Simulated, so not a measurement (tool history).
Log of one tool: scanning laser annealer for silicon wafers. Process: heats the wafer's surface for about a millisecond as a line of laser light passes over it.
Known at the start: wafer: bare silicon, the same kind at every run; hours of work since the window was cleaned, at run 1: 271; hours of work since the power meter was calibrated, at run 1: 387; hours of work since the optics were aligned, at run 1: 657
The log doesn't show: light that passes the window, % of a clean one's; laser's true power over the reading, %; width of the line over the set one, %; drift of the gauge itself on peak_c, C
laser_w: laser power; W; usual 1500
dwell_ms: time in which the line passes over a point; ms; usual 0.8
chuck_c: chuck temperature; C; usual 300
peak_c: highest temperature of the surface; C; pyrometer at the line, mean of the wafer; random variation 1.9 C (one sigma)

| run | day | laser_w | dwell_ms | chuck_c | hours of work since the window was cleaned | hours of work since the power meter was calibrated | hours of work since the optics were aligned | peak_c |
|---|---|---|---|---|---|---|---|---|
| 1 | 0 | 1500 | 0.8 | 300 | 271 | 387 | 657 | 1105 |
| 2 | 0.533 | 1500 | 0.8 | 300 | 277 | 394 | 663 | 1107 |
| 3 | 1.438 | 1500 | 0.8 | 300 | 288 | 405 | 675 | 1099 |
| 4 | 2.154 | 1500 | 0.8 | 300 | 297 | 414 | 683 | 1103 |
| 5 | 2.954 | 1500 | 0.8 | 300 | 307 | 424 | 693 | 1103 |
| 6 | 4.021 | 1500 | 0.8 | 300 | 320 | 437 | 707 | 1104 |
| 7 | 5.021 | 1354 | 0.8 | 300 | 333 | 449 | 719 | 1022 |
| 8 | 5.833 | 1354 | 0.8 | 300 | 343 | 459 | 729 | 1023 |
| 9 | 6.671 | 1354 | 0.73 | 300 | 353 | 470 | 739 | 985 |
| 10 | 7.233 | 1500 | 0.8 | 300 | 360 | 477 | 746 | 1102 |
| 11 | 8 | 1500 | 0.911 | 300 | 370 | 486 | 756 | 1159 |
| 12 | 8.725 | 1500 | 0.911 | 300 | 379 | 495 | 765 | 1161 |
| 13 | 9.808 | 1500 | 0.8 | 300 | 392 | 509 | 778 | 1098 |
| 14 | 10.883 | 1500 | 0.8 | 300 | 406 | 522 | 792 | 1098 |
| 15 | 11.908 | 1500 | 0.8 | 300 | 418 | 535 | 804 | 1098 |
| 16 | 12.392 | 1500 | 0.8 | 303 | 424 | 541 | 810 | 1101 |
| 17 | 12.9 | 1500 | 0.8 | 300 | 430 | 547 | 817 | 1096 |
| 18 | 13.917 | 1500 | 0.8 | 300 | 443 | 559 | 829 | 1099 |
| 19 | 14.638 | 1500 | 0.8 | 300 | 452 | 568 | 838 | 1099 |
| 20 | 15.35 | 1500 | 0.8 | 300 | 461 | 577 | 847 | 1099 |
| 21 | 16.338 | 1648 | 0.786 | 329 | 473 | 589 | 859 | 1193 |
| 22 | 16.879 | 1648 | 0.858 | 337 | 480 | 596 | 866 | 1249 |
| 23 | 17.592 | 1648 | 0.858 | 337 | 489 | 605 | 875 | 1249 |
|  | 18.55 | window over the wafer cleaned |
| 24 | 18.662 | 1500 | 0.875 | 300 | 1 | 617 | 887 | 1156 |
| 25 | 19.188 | 1500 | 0.875 | 300 | 8 | 624 | 893 | 1154 |
| 26 | 19.767 | 1337 | 0.8 | 300 | 15 | 631 | 901 | 1024 |
| 27 | 20.417 | 1337 | 0.8 | 300 | 23 | 639 | 909 | 1020 |
| 28 | 21.021 | 1337 | 0.8 | 263 | 31 | 646 | 916 | 982 |
| 29 | 21.562 | 1376 | 0.698 | 271 | 37 | 653 | 923 | 957 |
| 30 | 22.021 | 1376 | 0.698 | 271 | 43 | 659 | 929 | 958 |
| 31 | 23.029 | 1619 | 0.717 | 308 | 56 | 671 | 941 | 1129 |
| 32 | 23.583 | 1619 | 0.754 | 272 | 62 | 678 | 948 | 1120 |
| 33 | 24.033 | 1645 | 0.855 | 314 | 68 | 684 | 953 | 1239 |
| 34 | 24.85 | 1645 | 0.855 | 314 | 78 | 694 | 964 | 1239 |
| 35 | 25.733 | 1578 | 0.65 | 316 | 89 | 705 | 975 | 1074 |
| 36 | 26.412 | 1578 | 0.65 | 316 | 97 | 713 | 983 | 1075 |
| 37 | 27.408 | 1578 | 0.605 | 261 | 110 | 726 | 995 | 990 |
| 38 | 28.212 | 1534 | 0.81 | 273 | 120 | 736 | 1005 | 1104 |
| 39 | 28.758 | 1362 | 0.594 | 291 | 126 | 742 | 1012 | 908 |
| 40 | 29.233 | 1362 | 0.594 | 291 | 132 | 748 | 1018 | 910 |

Measured less the same run without the tool's hidden state. The same run-to-run variation is in both; the gauge's scatter may not be:
| run | peak_c |
|---|---|
| 1 | -17 |
| 2 | -17 |
| 3 | -18 |
| 4 | -18 |
| 5 | -19 |
| 6 | -19 |
| 7 | -18 |
| 8 | -18 |
| 9 | -17 |
| 10 | -20 |
| 11 | -23 |
| 12 | -24 |
| 13 | -22 |
| 14 | -23 |
| 15 | -24 |
| 16 | -24 |
| 17 | -24 |
| 18 | -24 |
| 19 | -25 |
| 20 | -26 |
| 21 | -28 |
| 22 | -30 |
| 23 | -31 |
| 24 | -10 |
| 25 | -10 |
| 26 | -9 |
| 27 | -9 |
| 28 | -10 |
| 29 | -9 |
| 30 | -10 |
| 31 | -12 |
| 32 | -13 |
| 33 | -14 |
| 34 | -14 |
| 35 | -12 |
| 36 | -13 |
| 37 | -13 |
| 38 | -15 |
| 39 | -12 |
| 40 | -12 |

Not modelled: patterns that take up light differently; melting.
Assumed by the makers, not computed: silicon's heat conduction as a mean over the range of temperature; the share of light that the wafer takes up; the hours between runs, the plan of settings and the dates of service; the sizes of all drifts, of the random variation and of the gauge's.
